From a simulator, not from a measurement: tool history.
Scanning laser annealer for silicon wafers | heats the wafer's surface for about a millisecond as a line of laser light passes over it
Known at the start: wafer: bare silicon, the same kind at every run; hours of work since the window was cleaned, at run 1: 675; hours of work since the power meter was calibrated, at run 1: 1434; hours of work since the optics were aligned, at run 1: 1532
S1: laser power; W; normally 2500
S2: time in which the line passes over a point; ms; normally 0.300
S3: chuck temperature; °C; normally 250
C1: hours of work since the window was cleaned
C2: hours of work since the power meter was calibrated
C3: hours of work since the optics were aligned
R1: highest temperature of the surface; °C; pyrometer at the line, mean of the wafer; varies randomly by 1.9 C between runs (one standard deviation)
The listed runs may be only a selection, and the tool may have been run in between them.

{"run": 1, "hour": 0.0, "S1": 2500, "S2": 0.3, "S3": 250, "C1": 675, "C2": 1434, "C3": 1532, "R1": 1020}
{"run": 2, "hour": 52.8, "S1": 2423, "S2": 0.3, "S3": 250, "C1": 706, "C2": 1465, "C3": 1564, "R1": 985}
{"run": 3, "hour": 85.3, "S1": 2500, "S2": 0.222, "S3": 250, "C1": 726, "C2": 1485, "C3": 1583, "R1": 897}
{"run": 4, "hour": 115.3, "S1": 2500, "S2": 0.222, "S3": 250, "C1": 743, "C2": 1503, "C3": 1601, "R1": 894}
{"run": 5, "hour": 158.9, "S1": 2500, "S2": 0.222, "S3": 250, "C1": 770, "C2": 1529, "C3": 1627, "R1": 890}
{"run": 6, "hour": 206.9, "S1": 2500, "S2": 0.222, "S3": 250, "C1": 798, "C2": 1557, "C3": 1656, "R1": 892}
{"run": 7, "hour": 240.2, "S1": 2500, "S2": 0.222, "S3": 250, "C1": 818, "C2": 1577, "C3": 1676, "R1": 889}
{"run": 8, "hour": 284.7, "S1": 2500, "S2": 0.222, "S3": 250, "C1": 845, "C2": 1604, "C3": 1703, "R1": 888}
{"hour": 299.4, "done": "window over the wafer cleaned"}
{"run": 9, "hour": 336.0, "S1": 2500, "S2": 0.3, "S3": 250, "C1": 22, "C2": 1633, "C3": 1732, "R1": 1055}
{"hour": 358.6, "done": "optics aligned, line set to its width"}
{"run": 10, "hour": 376.7, "S1": 2500, "S2": 0.3, "S3": 216, "C1": 43, "C2": 1655, "C3": 11, "R1": 1040}
{"run": 11, "hour": 428.7, "S1": 2500, "S2": 0.3, "S3": 216, "C1": 74, "C2": 1686, "C3": 42, "R1": 1036}
{"run": 12, "hour": 463.7, "S1": 2160, "S2": 0.3, "S3": 250, "C1": 95, "C2": 1707, "C3": 63, "R1": 927}
{"run": 13, "hour": 508.0, "S1": 2437, "S2": 0.3, "S3": 250, "C1": 122, "C2": 1733, "C3": 89, "R1": 1037}
{"run": 14, "hour": 569.1, "S1": 2437, "S2": 0.3, "S3": 250, "C1": 158, "C2": 1770, "C3": 126, "R1": 1040}
{"run": 15, "hour": 617.2, "S1": 2500, "S2": 0.244, "S3": 250, "C1": 187, "C2": 1799, "C3": 155, "R1": 975}
{"run": 16, "hour": 665.2, "S1": 2500, "S2": 0.244, "S3": 250, "C1": 216, "C2": 1827, "C3": 183, "R1": 969}
{"run": 17, "hour": 691.0, "S1": 2500, "S2": 0.244, "S3": 250, "C1": 231, "C2": 1843, "C3": 199, "R1": 971}
{"run": 18, "hour": 749.9, "S1": 2500, "S2": 0.3, "S3": 243, "C1": 266, "C2": 1878, "C3": 234, "R1": 1046}
{"run": 19, "hour": 807.6, "S1": 2500, "S2": 0.3, "S3": 243, "C1": 301, "C2": 1912, "C3": 269, "R1": 1046}
{"run": 20, "hour": 864.6, "S1": 2500, "S2": 0.343, "S3": 250, "C1": 335, "C2": 1947, "C3": 303, "R1": 1115}
{"run": 21, "hour": 902.7, "S1": 2500, "S2": 0.337, "S3": 250, "C1": 358, "C2": 1969, "C3": 325, "R1": 1103}
{"run": 22, "hour": 937.6, "S1": 2500, "S2": 0.24, "S3": 250, "C1": 379, "C2": 1990, "C3": 346, "R1": 952}
{"run": 23, "hour": 962.5, "S1": 2500, "S2": 0.24, "S3": 250, "C1": 394, "C2": 2005, "C3": 361, "R1": 954}
{"run": 24, "hour": 989.5, "S1": 2522, "S2": 0.222, "S3": 289, "C1": 410, "C2": 2021, "C3": 377, "R1": 966}
{"run": 25, "hour": 1034.7, "S1": 2731, "S2": 0.344, "S3": 258, "C1": 437, "C2": 2048, "C3": 404, "R1": 1214}
{"run": 26, "hour": 1090.1, "S1": 2500, "S2": 0.303, "S3": 253, "C1": 470, "C2": 2081, "C3": 437, "R1": 1049}
{"run": 27, "hour": 1130.7, "S1": 2500, "S2": 0.303, "S3": 253, "C1": 494, "C2": 2106, "C3": 462, "R1": 1050}
{"run": 28, "hour": 1191.1, "S1": 2461, "S2": 0.295, "S3": 247, "C1": 530, "C2": 2142, "C3": 498, "R1": 1009}
{"run": 29, "hour": 1237.6, "S1": 2461, "S2": 0.295, "S3": 247, "C1": 558, "C2": 2170, "C3": 526, "R1": 1009}

The next listed run, before its measurement:
{"run": 30, "hour": 1279.4, "S1": 2254, "S2": 0.3, "S3": 250, "C1": 583, "C2": 2195, "C3": 551, "R1": "?"}

Run 30 yielded R1 936 °C.
Minus the tool's unlogged condition, the same run would have read R1 983 °C.

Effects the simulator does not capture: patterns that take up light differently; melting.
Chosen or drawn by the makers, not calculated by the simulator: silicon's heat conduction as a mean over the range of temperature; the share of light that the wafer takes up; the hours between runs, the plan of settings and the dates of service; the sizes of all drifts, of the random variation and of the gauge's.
